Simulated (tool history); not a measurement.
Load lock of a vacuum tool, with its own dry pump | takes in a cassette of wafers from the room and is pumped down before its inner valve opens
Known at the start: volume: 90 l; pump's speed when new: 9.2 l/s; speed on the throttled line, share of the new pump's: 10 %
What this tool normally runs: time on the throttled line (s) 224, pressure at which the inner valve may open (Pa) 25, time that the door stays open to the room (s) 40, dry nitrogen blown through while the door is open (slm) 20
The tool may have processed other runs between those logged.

| run | day | time on the throttled line (s) | pressure at which the inner valve may open (Pa) | time that the door stays open to the room (s) | dry nitrogen blown through while the door is open (slm) | incoming humidity of the room's air, % | time from the closed door until the inner valve may open (s) | rise of the pressure with all valves shut (Pa/min) |
|---|---|---|---|---|---|---|---|---|
| 1 | 0 | 224 | 25 | 40 | 20 | 46.1 | 288.6 | 0.38 |
| 2 | 9.817 | 224 | 25 | 40 | 12 | 43.7 | 288.7 | 0.394 |
| 3 | 17.571 | 224 | 25 | 40 | 12 | 45.2 | 290.3 | 0.403 |
| 4 | 26.925 | 224 | 25 | 40 | 12 | 41.2 | 288.9 | 0.409 |
| 5 | 37.942 | 224 | 25 | 40 | 12 | 44.2 | 290.3 | 0.433 |
| 6 | 49.217 | 224 | 37 | 40 | 12 | 41.9 | 283.9 | 0.454 |
| 7 | 62.525 | 224 | 43 | 40 | 20 | 48 | 286.2 | 0.457 |
| 8 | 69.65 | 224 | 43 | 40 | 20 | 47.2 | 285.2 | 0.475 |
| 9 | 76.933 | 224 | 43 | 40 | 20 | 47.5 | 285.1 | 0.474 |
| 10 | 83.758 | 224 | 43 | 40 | 20 | 45.1 | 287.4 | 0.493 |
| 11 | 92.346 | 129 | 25 | 40 | 20 | 45.2 | 206.5 | 0.498 |
| 12 | 100.475 | 129 | 25 | 40 | 20 | 45.8 | 206.2 | 0.509 |
| 13 | 108.179 | 129 | 25 | 40 | 20 | 43.4 | 207.5 | 0.524 |
|  | 110.808 | door's seal changed, seat wiped |
| 14 | 119.842 | 129 | 25 | 40 | 20 | 40.5 | 208.5 | 0.03 |
| 15 | 127.025 | 224 | 18 | 40 | 20 | 44.9 | 296.7 | 0.03 |
| 16 | 140.388 | 224 | 18 | 25 | 20 | 44.5 | 297.9 | 0.029 |
| 17 | 151.325 | 224 | 18 | 25 | 20 | 44.4 | 297.4 | 0.034 |
| 18 | 160.138 | 224 | 18 | 25 | 20 | 46.5 | 297.8 | 0.04 |
| 19 | 166.842 | 224 | 18 | 25 | 20 | 44.8 | 297.7 | 0.037 |

What will run 20 give?
| 20 | 174.321 | 224 | 42 | 150 | 20 | 46.2 | ? | ? |

time from the closed door until the inner valve may open (s): 287.2
rise of the pressure with all valves shut (Pa/min): 0.069
Were there no unlogged condition in the tool, this run, its random variation unchanged, would have produced time from the closed door until the inner valve may open (s) 277.6, rise of the pressure with all valves shut (Pa/min) 0.048.
